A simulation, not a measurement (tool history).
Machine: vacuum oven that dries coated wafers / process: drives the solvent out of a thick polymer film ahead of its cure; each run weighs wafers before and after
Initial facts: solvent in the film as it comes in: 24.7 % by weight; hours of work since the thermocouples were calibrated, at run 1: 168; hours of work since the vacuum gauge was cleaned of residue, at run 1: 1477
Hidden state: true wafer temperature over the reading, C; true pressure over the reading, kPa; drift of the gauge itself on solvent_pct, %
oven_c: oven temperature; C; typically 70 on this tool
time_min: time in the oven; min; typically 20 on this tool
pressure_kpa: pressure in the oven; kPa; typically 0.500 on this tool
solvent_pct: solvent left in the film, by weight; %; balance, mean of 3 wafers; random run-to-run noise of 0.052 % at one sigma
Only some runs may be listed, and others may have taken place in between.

run    hour  oven_c  time_min  pressure_kpa  hours of work since the thermocouples were calibrated  hours of work since the vacuum gauge was cleaned of residue  solvent_pct
  1     0.0      70        20         0.500                                                    168                                                         1477         1.72
  2    57.2      70        20         0.500                                                    200                                                         1509         1.71
  3   144.8      70        20         0.500                                                    248                                                         1557         1.86
  4   225.7      70        20         0.500                                                    292                                                         1601         1.75
  5   299.2      72        20         0.500                                                    332                                                         1641         1.37
  6   344.7      72        20         0.500                                                    357                                                         1666         1.28
  7   431.3      59        20         0.500                                                    405                                                         1714         7.66
  8   523.9      83        20         0.500                                                    456                                                         1765         0.30
  9   622.2      83        20         0.500                                                    510                                                         1819         0.32
 10   699.9      83        20         0.500                                                    552                                                         1861         0.24
 11   768.9      83        20         0.500                                                    590                                                         1899         0.29
 12   827.3      76        20         0.500                                                    622                                                         1931         0.80
 13   905.3      83        20         0.500                                                    665                                                         1974         0.32
 14   970.6      83        20         0.500                                                    701                                                         2010         0.35
 15  1042.9      83        20         0.500                                                    741                                                         2050         0.41
 16  1120.2      83        20         0.500                                                    783                                                         2092         0.39
 17  1214.5      59        11         1.279                                                    835                                                         2144        12.44
     1223.5  -- vacuum gauge cleaned of residue and calibrated
 18  1272.0      59        11         1.279                                                    866                                                           27        12.41
 19  1348.5      59        11         1.279                                                    908                                                           69        12.49
 20  1425.0      59        11         1.279                                                    950                                                          111        12.26
 21  1516.4      56        20         0.500                                                   1000                                                          161         9.80
 22  1609.7      77        20         0.500                                                   1051                                                          212         0.58
 23  1670.6      68        24         0.303                                                   1084                                                          245         1.89
 24  1723.4      56        20         0.874                                                   1113                                                          274        10.08
     1760.7  -- oven's thermocouples calibrated
 25  1792.6      56        20         0.874                                                     18                                                          311         9.44
 26  1858.9      68        21         1.670                                                     54                                                          348         2.75
 27  1958.1      63        23         1.670                                                    108                                                          402         4.61
 28  2014.0      58        23         0.457                                                    139                                                          433         6.95
 29  2099.4      82        18         0.962                                                    186                                                          480         0.38
 30  2158.5      58        18         1.455                                                    218                                                          512         9.38

3 options for the next run, each taken on its own from the tool as it stands now. Forecast them:
  A  2207.8      80        33         1.800                                                    245                                                          539            ?
  B  2207.8      75        20         0.500                                                    245                                                          539            ?
  C  2207.8      58        36         1.455                                                    245                                                          539            ?

run  solvent_pct
  A         0.57
  B         0.69
  C         4.74
The same runs, with their run-to-run variation unchanged, on a tool lacking any hidden condition would have given:
run  solvent_pct
  A         0.50
  B         0.54
  C         4.27
